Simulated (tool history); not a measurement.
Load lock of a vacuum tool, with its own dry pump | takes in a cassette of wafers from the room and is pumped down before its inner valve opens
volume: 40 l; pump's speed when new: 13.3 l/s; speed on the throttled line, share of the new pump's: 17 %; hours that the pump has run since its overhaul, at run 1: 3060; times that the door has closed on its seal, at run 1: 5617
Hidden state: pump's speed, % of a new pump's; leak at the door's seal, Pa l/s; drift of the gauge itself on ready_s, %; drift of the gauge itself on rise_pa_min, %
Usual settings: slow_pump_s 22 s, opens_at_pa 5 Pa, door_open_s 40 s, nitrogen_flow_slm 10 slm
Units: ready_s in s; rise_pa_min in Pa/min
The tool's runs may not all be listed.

run    hour  slow_pump_s  opens_at_pa  door_open_s  nitrogen_flow_slm  hours that the pump has run since its overhaul  times that the door has closed on its seal  incoming humidity of the room's air, %  ready_s  rise_pa_min
  1     0.0           22            5           40                 10                                            3060                                        5617                                    48.2     49.6        0.048
  2    70.3           22            5           40                 10                                            3131                                        5966                                    48.0     50.5        0.044
  3   153.2           22            5           40                 10                                            3214                                        6378                                    44.4     50.3        0.052
  4   226.6           22            5           40                 10                                            3287                                        6743                                    44.7     50.3        0.050
  5   300.2           22            5           40                 10                                            3361                                        7108                                    46.5     50.3        0.052
  6   392.9           22            5           40                 17                                            3453                                        7569                                    47.2     50.0        0.044
  7   442.8           22            5           40                 17                                            3503                                        7817                                    46.7     50.4        0.047
  8   555.4           22            5           40                  4                                            3616                                        8376                                    43.0     50.3        0.066
  9   648.6           22            5           40                  4                                            3709                                        8839                                    46.3     50.3        0.075
 10   708.3           22            5           40                  4                                            3769                                        9136                                    43.1     50.9        0.072
 11   759.3           22            5           40                  4                                            3820                                        9389                                    46.0     49.4        0.075
 12   819.1           22            5           40                 10                                            3879                                        9686                                    42.9     50.4        0.067
 13   932.9           22            5           40                 10                                            3993                                       10251                                    45.8     50.6        0.072
 14  1006.6           22            4           40                 10                                            4067                                       10618                                    45.1     51.1        0.068
 15  1106.4           22            5           40                 16                                            4167                                       11114                                    44.8     50.6        0.064
 16  1165.4           22            5           40                 16                                            4226                                       11407                                    46.6     50.2        0.070
 17  1251.1           22            5           40                 16                                            4311                                       11833                                    42.7     51.0        0.078
 18  1321.5           22            5           40                 16                                            4382                                       12182                                    47.3     51.2        0.070
 19  1410.3           22            5           40                 16                                            4471                                       12623                                    48.1     51.4        0.081
 20  1488.3           22            5           40                 23                                            4549                                       13011                                    42.7     51.1        0.073
 21  1559.0           35            8           83                 10                                            4619                                       13362                                    42.7     59.3        0.093
 22  1617.1           24            5           59                 26                                            4677                                       13651                                    44.3     51.9        0.078
 23  1683.9           28            5           48                 10                                            4744                                       13983                                    40.4     55.3        0.094
 24  1783.5           24            7           48                 10                                            4844                                       14478                                    42.1     51.4        0.095
 25  1887.7           24            7           48                 10                                            4948                                       14995                                    50.1     50.7        0.102
 26  2006.0           24            7           48                 10                                            5066                                       15583                                    44.3     51.7        0.109
 27  2090.3           24            7           48                 10                                            5151                                       16002                                    43.9     51.7        0.105
 28  2157.9           23            7          112                  6                                            5218                                       16338                                    47.9     51.0        0.139
 29  2274.3           21            5           56                  6                                            5335                                       16916                                    45.7     51.2        0.120
 30  2388.5           21            5           56                  6                                            5449                                       17483                                    44.1     50.9        0.123
 31  2498.2           22            8           42                 45                                            5559                                       18028                                    42.1     49.6        0.108
 32  2602.9           22            8           42                 45                                            5663                                       18548                                    42.8     49.8        0.112
 33  2686.1           22            8          108                 45                                            5746                                       18962                                    46.7     50.0        0.118
 34  2757.7           16            4           70                  6                                            5818                                       19317                                    46.0     46.7        0.152
 35  2834.2           16            4           70                  6                                            5894                                       19697                                    47.7     47.5        0.153
 36  2954.8           13            4          142                  6                                            6015                                       20296                                    45.8     44.8        0.172
 37  3072.3           35            4          142                  6                                            6133                                       20880                                    41.3     63.0        0.175

Measured less the same run without the tool's hidden state. The same run-to-run variation is in both; the gauge's scatter may not be:
run  ready_s  rise_pa_min
  1     +1.5       +0.019
  2     +1.5       +0.020
  3     +1.6       +0.023
  4     +1.6       +0.024
  5     +1.7       +0.025
  6     +1.7       +0.027
  7     +1.7       +0.028
  8     +1.7       +0.030
  9     +1.8       +0.033
 10     +1.9       +0.035
 11     +1.8       +0.037
 12     +1.9       +0.039
 13     +2.0       +0.042
 14     +2.1       +0.044
 15     +2.0       +0.047
 16     +2.0       +0.048
 17     +2.2       +0.052
 18     +2.2       +0.053
 19     +2.3       +0.056
 20     +2.2       +0.057
 21     +1.9       +0.061
 22     +2.4       +0.063
 23     +2.2       +0.065
 24     +2.3       +0.069
 25     +2.3       +0.071
 26     +2.4       +0.076
 27     +2.5       +0.079
 28     +2.5       +0.084
 29     +2.7       +0.086
 30     +2.8       +0.091
 31     +2.6       +0.097
 32     +2.7       +0.100
 33     +2.7       +0.102
 34     +3.1       +0.105
 35     +3.1       +0.107
 36     +3.3       +0.114
 37     +3.0       +0.121
